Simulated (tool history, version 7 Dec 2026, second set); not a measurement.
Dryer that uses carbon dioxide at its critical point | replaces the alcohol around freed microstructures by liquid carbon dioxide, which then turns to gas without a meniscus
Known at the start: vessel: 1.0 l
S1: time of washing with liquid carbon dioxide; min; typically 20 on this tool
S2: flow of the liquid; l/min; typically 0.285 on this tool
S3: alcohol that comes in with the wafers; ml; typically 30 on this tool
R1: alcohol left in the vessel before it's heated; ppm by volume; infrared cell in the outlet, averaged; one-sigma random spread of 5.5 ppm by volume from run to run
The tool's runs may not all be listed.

run   hour  S1     S2   S3     R1
  1    0.0  20  0.285   30    194
  2    6.4  20  0.357   30     60
  3   15.2  20  0.254   30    329
  4   29.7  20  0.254   30    364
  5   44.9  20  0.254   30    353
  6   56.8  20  0.285   30    214
  7   65.1  20  0.285   30    209
  8   72.5  12  0.285   30   1440
  9   83.1  12  0.285   30   1449
 10   91.3  12  0.285   30   1497
 11  102.6  12  0.285   30   1463
 12  113.4  12  0.285   30   1468
 13  128.2  12  0.285   30   1469
 14  136.5  12  0.285   61   2906
 15  147.8  12  0.285   61   2930
 16  162.7  12  0.285   61   2930
 17  170.8  12  0.285   61   3001
 18  180.3  13  0.285   30   1111
 19  190.0  20  0.285   30    225
 20  204.0  20  0.285   30    236
 21  214.6  20  0.285   44    325
 22  229.7  20  0.285   30    232
 23  240.6  20  0.285   30    230
 24  250.2  19  0.249   30    535
 25  259.5  26  0.285  115    190
 26  270.2  26  0.227  100    650
 27  284.2  17  0.285   97   1404
 28  291.5  16  0.285   32    628
 29  298.8  20  0.377   37     83
 30  306.4  20  0.377   37     86
 31  317.6  20  0.180   37   1826
 32  328.6  20  0.180   37   1883
 33  343.2  20  0.180   37   1788
 34  358.2  20  0.285   37    288
 35  365.7  15  0.395  117    613
 36  380.7  18  0.215   32   1233
 37  388.2  30  0.483   30     39
 38  403.1  16  0.210   30   1769
 39  418.6  25  0.300  104    192
 40  429.9  15  0.181  104  10836
 41  440.4  15  0.181  104  10815
 42  454.2  22  0.181   32   1204
 43  469.5  21  0.285   83    513
 44  482.8  22  0.177   48   1908
 45  490.2  13  0.269   85   4323
 46  500.6  18  0.447   30     71

Below, some changes in R1 between adjacent runs. For each, the amount present without the hidden state too (settings, incoming material, random variation) and the amount remaining for the hidden state with gauge scatter not shared by both compared results:
Hidden state present: flow that reaches the vessel past the clogged filter, %; alcohol in the recycled carbon dioxide, ppm; drift of the gauge itself on alcohol_ppm, %.
Run 39 -> 40: S1 25 -> 15, S2 0.300 -> 0.181. R1 +10644 ppm by volume: hidden state +1654, all else +8990.
Run 41 -> 42: S1 15 -> 22, S3 104 -> 32. R1 -9611 ppm by volume: hidden state -1461, all else -8150.
Run 45 -> 46: S1 13 -> 18, S2 0.269 -> 0.447, S3 85 -> 30. R1 -4252 ppm by volume: hidden state -927, all else -3325.

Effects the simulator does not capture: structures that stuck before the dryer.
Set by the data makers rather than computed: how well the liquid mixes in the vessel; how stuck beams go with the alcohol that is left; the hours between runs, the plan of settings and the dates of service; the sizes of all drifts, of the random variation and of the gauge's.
